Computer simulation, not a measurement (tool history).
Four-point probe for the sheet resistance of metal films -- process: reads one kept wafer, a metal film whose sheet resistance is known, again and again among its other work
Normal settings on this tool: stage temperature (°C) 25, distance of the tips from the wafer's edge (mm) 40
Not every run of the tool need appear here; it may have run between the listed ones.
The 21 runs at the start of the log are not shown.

run	day	stage temperature (°C)	distance of the tips from the wafer's edge (mm)	touches since the probe head was changed	hours of work since the stage's thermometer was calibrated	sheet resistance as the instrument gives it (ohm/square)
22	11.862	19	36	17255	621	0.224597
23	12.508	23	42	17599	632	0.225018
24	13.046	35	13	17886	641	0.226518
25	13.679	35	13	18225	651	0.226578
26	14.35	35	13	18583	663	0.226484
27	15.146	31	40	19008	676	0.225626
28	15.817	25	4	19366	687	0.232506
29	16.5	30	31	19731	699	0.225572
30	17.075	30	44	20038	709	0.225517

Alternative continuations, all from the tool just after run 30; predict every row:
A	17.521	19	55	20276	716	?
B	17.521	22	9	20276	716	?
C	17.521	29	6	20276	716	?
D	17.521	24	3	20276	716	?

run	sheet resistance as the instrument gives it (ohm/square)
A	0.224771
B	0.226428
C	0.228765
D	0.23764
What these runs would have given with no unlogged condition in the tool:
run	sheet resistance as the instrument gives it (ohm/square)
A	0.223188
B	0.224837
C	0.227164
D	0.235979
